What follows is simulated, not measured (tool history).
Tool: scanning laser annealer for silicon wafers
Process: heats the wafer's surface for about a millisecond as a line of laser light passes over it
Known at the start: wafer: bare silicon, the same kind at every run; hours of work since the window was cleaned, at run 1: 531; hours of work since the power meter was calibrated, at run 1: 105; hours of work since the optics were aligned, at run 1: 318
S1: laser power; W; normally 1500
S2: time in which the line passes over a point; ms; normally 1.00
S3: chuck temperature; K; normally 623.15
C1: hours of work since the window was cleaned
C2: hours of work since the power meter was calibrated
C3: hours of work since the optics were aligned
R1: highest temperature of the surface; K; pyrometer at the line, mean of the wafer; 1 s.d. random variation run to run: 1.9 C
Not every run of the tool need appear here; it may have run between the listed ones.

run,hour,S1,S2,S3,C1,C2,C3,R1
1,0.0,1500,1.00,623.15,531,105,318,1391.15
2,8.7,1500,1.00,623.15,536,110,323,1390.15
3,23.3,1500,1.00,586.15,543,117,330,1355.15
4,38.0,1500,1.00,586.15,551,125,338,1352.15
5,46.3,1500,1.00,586.15,555,129,342,1351.15
6,59.1,1500,0.86,623.15,562,136,348,1323.15
7,68.7,1500,0.86,623.15,567,141,353,1324.15
8,79.0,1500,0.86,623.15,572,146,359,1327.15
9,95.6,1500,1.00,623.15,580,154,367,1390.15
10,103.7,1473,1.00,623.15,584,159,371,1370.15
11,119.5,1500,0.98,623.15,593,167,379,1382.15
12,131.1,1500,0.98,623.15,599,173,385,1378.15
13,140.1,1500,1.00,623.15,603,177,390,1383.15
14,155.8,1500,1.00,623.15,611,185,398,1388.15
15,172.0,1500,1.00,623.15,620,194,406,1386.15
16,180.5,1500,1.00,623.15,624,198,411,1383.15
17,192.2,1500,1.00,623.15,630,204,417,1385.15
18,209.3,1291,1.00,623.15,639,213,425,1261.15
19,217.7,1291,1.00,623.15,643,217,430,1263.15
20,233.8,1500,1.00,623.15,651,225,438,1383.15
21,250.2,1500,1.00,623.15,660,234,446,1379.15
22,263.9,1500,1.00,623.15,667,241,453,1379.15
23,275.2,1630,1.21,624.15,672,246,459,1554.15
24,291.9,1630,1.21,624.15,681,255,468,1556.15
25,300.8,1630,0.95,624.15,685,260,472,1435.15
26,315.7,1448,0.90,634.15,693,267,480,1315.15
27,330.4,1500,0.89,623.15,701,275,487,1330.15
28,343.2,1500,0.89,623.15,707,281,494,1335.15
29,360.2,1500,0.89,623.15,716,290,503,1330.15
30,372.0,1395,1.00,607.15,722,296,509,1300.15
31,381.5,1395,1.00,607.15,727,301,514,1297.15
32,398.4,1496,0.71,607.15,735,310,522,1223.15
33,414.3,1364,1.22,630.15,744,318,531,1387.15
34,429.5,1383,1.22,589.15,751,325,538,1355.15
35,437.6,1520,1.00,623.15,756,330,542,1385.15
36,452.7,1615,1.00,599.15,763,337,550,1421.15
37,468.4,1615,1.00,599.15,771,345,558,1418.15
# hour 476.4: window over the wafer cleaned
38,485.7,1615,1.25,662.15,5,353,566,1661.15
39,500.4,1378,0.80,598.15,12,361,574,1238.15
40,512.0,1378,0.80,598.15,18,367,579,1238.15

Had the tool no unlogged condition, and each run kept its random variation, what would the results have been?
Unlogged tool condition in this case: light that passes the window, % of a clean one's; laser's true power over the reading, %; width of the line over the set one, %; drift of the gauge itself on peak_c, C.
run,R1
1,1432.15
2,1432.15
3,1397.15
4,1395.15
5,1394.15
6,1362.15
7,1364.15
8,1368.15
9,1435.15
10,1414.15
11,1427.15
12,1424.15
13,1429.15
14,1434.15
15,1434.15
16,1431.15
17,1433.15
18,1302.15
19,1304.15
20,1432.15
21,1429.15
22,1430.15
23,1617.15
24,1619.15
25,1491.15
26,1362.15
27,1380.15
28,1385.15
29,1381.15
30,1350.15
31,1347.15
32,1269.15
33,1444.15
34,1413.15
35,1443.15
36,1484.15
37,1481.15
38,1668.15
39,1243.15
40,1243.15
